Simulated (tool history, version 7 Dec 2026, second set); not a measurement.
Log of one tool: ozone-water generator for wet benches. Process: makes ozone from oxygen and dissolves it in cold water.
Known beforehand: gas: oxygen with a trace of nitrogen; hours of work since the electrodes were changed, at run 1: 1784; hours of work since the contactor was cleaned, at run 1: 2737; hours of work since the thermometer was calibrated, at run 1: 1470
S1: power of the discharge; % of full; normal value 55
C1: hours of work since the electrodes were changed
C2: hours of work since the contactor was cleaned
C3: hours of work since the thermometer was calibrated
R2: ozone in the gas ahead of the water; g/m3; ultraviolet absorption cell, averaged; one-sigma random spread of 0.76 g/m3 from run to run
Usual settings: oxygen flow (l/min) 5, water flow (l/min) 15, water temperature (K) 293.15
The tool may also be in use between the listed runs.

{"run": 1, "hour": 0.0, "S1": 55, "oxygen flow (l/min)": 5, "water flow (l/min)": 15, "water temperature (K)": 293.15, "C1": 1784, "C2": 2737, "C3": 1470, "dissolved ozone (ppm)": 9.81, "R2": 113.7}
{"run": 2, "hour": 76.0, "S1": 55, "oxygen flow (l/min)": 5, "water flow (l/min)": 15, "water temperature (K)": 293.15, "C1": 1858, "C2": 2811, "C3": 1544, "dissolved ozone (ppm)": 9.86, "R2": 114.6}
{"run": 3, "hour": 170.8, "S1": 55, "oxygen flow (l/min)": 5, "water flow (l/min)": 15, "water temperature (K)": 293.15, "C1": 1951, "C2": 2903, "C3": 1637, "dissolved ozone (ppm)": 9.85, "R2": 113.7}
{"run": 4, "hour": 247.7, "S1": 55, "oxygen flow (l/min)": 5, "water flow (l/min)": 13, "water temperature (K)": 293.15, "C1": 2026, "C2": 2978, "C3": 1711, "dissolved ozone (ppm)": 11.03, "R2": 114}
{"run": 5, "hour": 325.4, "S1": 55, "oxygen flow (l/min)": 5, "water flow (l/min)": 15, "water temperature (K)": 293.15, "C1": 2101, "C2": 3054, "C3": 1787, "dissolved ozone (ppm)": 9.88, "R2": 114.2}
{"run": 6, "hour": 381.0, "S1": 55, "oxygen flow (l/min)": 5, "water flow (l/min)": 15, "water temperature (K)": 293.15, "C1": 2156, "C2": 3108, "C3": 1841, "dissolved ozone (ppm)": 9.87, "R2": 113.5}
{"run": 7, "hour": 473.2, "S1": 55, "oxygen flow (l/min)": 5, "water flow (l/min)": 15, "water temperature (K)": 293.15, "C1": 2245, "C2": 3198, "C3": 1931, "dissolved ozone (ppm)": 9.96, "R2": 111.8}
{"run": 8, "hour": 555.9, "S1": 55, "oxygen flow (l/min)": 5, "water flow (l/min)": 15, "water temperature (K)": 293.15, "C1": 2326, "C2": 3278, "C3": 2012, "dissolved ozone (ppm)": 9.71, "R2": 113.3}
{"run": 9, "hour": 674.2, "S1": 55, "oxygen flow (l/min)": 5, "water flow (l/min)": 13, "water temperature (K)": 293.15, "C1": 2441, "C2": 3393, "C3": 2127, "dissolved ozone (ppm)": 10.91, "R2": 112}
{"run": 10, "hour": 770.0, "S1": 67, "oxygen flow (l/min)": 6.43, "water flow (l/min)": 17, "water temperature (K)": 289.15, "C1": 2535, "C2": 3487, "C3": 2220, "dissolved ozone (ppm)": 10.91, "R2": 114.6}
{"run": 11, "hour": 888.0, "S1": 78, "oxygen flow (l/min)": 6.43, "water flow (l/min)": 17, "water temperature (K)": 300.15, "C1": 2650, "C2": 3602, "C3": 2335, "dissolved ozone (ppm)": 10.36, "R2": 132}
{"run": 12, "hour": 974.7, "S1": 78, "oxygen flow (l/min)": 6.43, "water flow (l/min)": 17, "water temperature (K)": 300.15, "C1": 2734, "C2": 3686, "C3": 2420, "dissolved ozone (ppm)": 10.45, "R2": 130.7}
{"run": 13, "hour": 1051.3, "S1": 78, "oxygen flow (l/min)": 6.43, "water flow (l/min)": 17, "water temperature (K)": 300.15, "C1": 2809, "C2": 3761, "C3": 2494, "dissolved ozone (ppm)": 10.47, "R2": 131.6}
{"run": 14, "hour": 1134.0, "S1": 78, "oxygen flow (l/min)": 6.43, "water flow (l/min)": 17, "water temperature (K)": 300.15, "C1": 2889, "C2": 3841, "C3": 2575, "dissolved ozone (ppm)": 10.31, "R2": 130.4}
{"run": 15, "hour": 1214.0, "S1": 78, "oxygen flow (l/min)": 6.43, "water flow (l/min)": 17, "water temperature (K)": 300.15, "C1": 2967, "C2": 3919, "C3": 2653, "dissolved ozone (ppm)": 10.21, "R2": 131.9}

Consider 3 possible next runs. They are alternatives, not a sequence: every one starts from the tool as it was left by run 15. What does each give?
{"run": "A", "hour": 1316.6, "S1": 95, "oxygen flow (l/min)": 3.5, "water flow (l/min)": 17, "water temperature (K)": 294.15, "C1": 3067, "C2": 4019, "C3": 2753, "dissolved ozone (ppm)": "?", "R2": "?"}
{"run": "B", "hour": 1316.6, "S1": 66, "oxygen flow (l/min)": 4.02, "water flow (l/min)": 14, "water temperature (K)": 293.15, "C1": 3067, "C2": 4019, "C3": 2753, "dissolved ozone (ppm)": "?", "R2": "?"}
{"run": "C", "hour": 1316.6, "S1": 89, "oxygen flow (l/min)": 5, "water flow (l/min)": 15, "water temperature (K)": 293.15, "C1": 3067, "C2": 4019, "C3": 2753, "dissolved ozone (ppm)": "?", "R2": "?"}

run=A dissolved_ozone_(ppm)=15.33 R2=240.7
run=B dissolved_ozone_(ppm)=12.7 R2=154.4
run=C dissolved_ozone_(ppm)=15.47 R2=175.9
With no hidden state in the tool, these same runs would have given:
run=A dissolved_ozone_(ppm)=15.36 R2=241
run=B dissolved_ozone_(ppm)=12.72 R2=154.6
run=C dissolved_ozone_(ppm)=15.5 R2=176.1
